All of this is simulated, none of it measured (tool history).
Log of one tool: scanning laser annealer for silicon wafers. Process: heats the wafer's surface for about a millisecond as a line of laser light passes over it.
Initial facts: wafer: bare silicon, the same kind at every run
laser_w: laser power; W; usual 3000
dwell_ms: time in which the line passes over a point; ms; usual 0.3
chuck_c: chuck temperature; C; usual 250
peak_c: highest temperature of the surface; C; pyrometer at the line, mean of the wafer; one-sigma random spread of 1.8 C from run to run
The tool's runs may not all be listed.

Run 1, hour 0: usual settings. Result: peak_c 1003 C.
Run 2, hour 13.9: usual settings but chuck_c 225 C. Result: peak_c 978 C.
Run 3, hour 43: usual settings but chuck_c 225 C. Result: peak_c 980 C.
Run 4, hour 67.1: usual settings but chuck_c 225 C. Result: peak_c 978 C.
Run 5, hour 82.3: usual settings but chuck_c 225 C. Result: peak_c 979 C.
Run 6, hour 115: usual settings but chuck_c 236 C. Result: peak_c 990 C.
Run 7, hour 146.3: usual settings but chuck_c 236 C. Result: peak_c 988 C.
Run 8, hour 165.7: usual settings but chuck_c 236 C. Result: peak_c 993 C.
Run 9, hour 193.5: usual settings but chuck_c 236 C. Result: peak_c 988 C.
At hour 201.5: optics aligned, line set to its width.
Run 10, hour 221.8: usual settings but laser_w 2600 W. Result: peak_c 897 C.
Run 11, hour 242.3: usual settings but laser_w 3280 W. Result: peak_c 1082 C.
Run 12, hour 267.3: usual settings but laser_w 3280 W. Result: peak_c 1081 C.
Run 13, hour 288.9: usual settings. Result: peak_c 1003 C.
Run 14, hour 302.9: usual settings but dwell_ms 0.305 ms. Result: peak_c 1008 C.
Run 15, hour 316.6: usual settings but laser_w 2670 W. Result: peak_c 919 C.
Run 16, hour 336.2: usual settings. Result: peak_c 1004 C.
Run 17, hour 364.5: usual settings. Result: peak_c 1005 C.
Run 18, hour 394.4: usual settings but chuck_c 284 C. Result: peak_c 1041 C.
Run 19, hour 424.7: usual settings but chuck_c 284 C. Result: peak_c 1042 C.
Run 20, hour 447.8: usual settings but chuck_c 284 C. Result: peak_c 1039 C.
Run 21, hour 469.9: usual settings but chuck_c 284 C. Result: peak_c 1040 C.
Run 22, hour 492.6: usual settings but chuck_c 284 C. Result: peak_c 1037 C.
Run 23, hour 520.3: usual settings but laser_w 2850 W, dwell_ms 0.38 ms, chuck_c 232 C. Result: peak_c 1038 C.
Run 24, hour 548.9: usual settings but laser_w 2850 W, dwell_ms 0.38 ms, chuck_c 232 C. Result: peak_c 1037 C.
Run 25, hour 566.4: usual settings but laser_w 2850 W, dwell_ms 0.38 ms, chuck_c 232 C. Result: peak_c 1038 C.
Run 26, hour 585.5: usual settings but dwell_ms 0.316 ms, chuck_c 241 C. Result: peak_c 1018 C.
Run 27, hour 601.2: usual settings but dwell_ms 0.316 ms, chuck_c 241 C. Result: peak_c 1017 C.
Run 28, hour 616.5: usual settings but laser_w 3237 W, dwell_ms 0.228 ms, chuck_c 280 C. Result: peak_c 986 C.
Run 29, hour 633.8: usual settings but laser_w 3237 W, dwell_ms 0.228 ms, chuck_c 280 C. Result: peak_c 993 C.
Run 30, hour 654.1: usual settings but laser_w 3237 W, dwell_ms 0.228 ms, chuck_c 280 C. Result: peak_c 991 C.
Run 31, hour 668.5: usual settings but laser_w 3297 W, chuck_c 237 C. Result: peak_c 1072 C.
At hour 696.5: window over the wafer cleaned.
Run 32, hour 701.7: usual settings but laser_w 2818 W, chuck_c 254 C. Result: peak_c 962 C.
Run 33, hour 729.6: usual settings but laser_w 2726 W, dwell_ms 0.29 ms. Result: peak_c 918 C.
Run 34, hour 750.3: usual settings but laser_w 3230 W, chuck_c 270 C. Result: peak_c 1088 C.
Run 35, hour 777.1: usual settings but laser_w 3230 W, chuck_c 270 C. Result: peak_c 1085 C.
Run 36, hour 790.9: usual settings but laser_w 3230 W, chuck_c 270 C. Result: peak_c 1086 C.
Run 37, hour 821.4: usual settings but dwell_ms 0.276 ms, chuck_c 214 C. Result: peak_c 937 C.
Run 38, hour 848.3: usual settings but dwell_ms 0.276 ms, chuck_c 214 C. Result: peak_c 938 C.
Run 39, hour 873.4: usual settings but laser_w 2831 W, dwell_ms 0.354 ms, chuck_c 267 C. Result: peak_c 1040 C.
Run 40, hour 904.4: usual settings but laser_w 2947 W, dwell_ms 0.375 ms, chuck_c 256 C. Result: peak_c 1087 C.
Run 41, hour 932.7: usual settings but laser_w 2947 W, dwell_ms 0.375 ms, chuck_c 288 C. Result: peak_c 1119 C.

3 ways to go on from here, each from the tool as it stands after run 41. What would each give?
Run A, hour 953.4: usual settings but laser_w 3255 W, dwell_ms 0.348 ms, chuck_c 236 C. Result: peak_c ?.
Run B, hour 953.4: usual settings but laser_w 2789 W. Result: peak_c ?.
Run C, hour 953.4: usual settings but laser_w 2960 W, dwell_ms 0.375 ms, chuck_c 288 C. Result: peak_c ?.

run  peak_c
  A    1127
  B     949
  C    1127
Without the tool's unlogged condition, the same runs would have read:
run  peak_c
  A    1128
  B     950
  C    1128
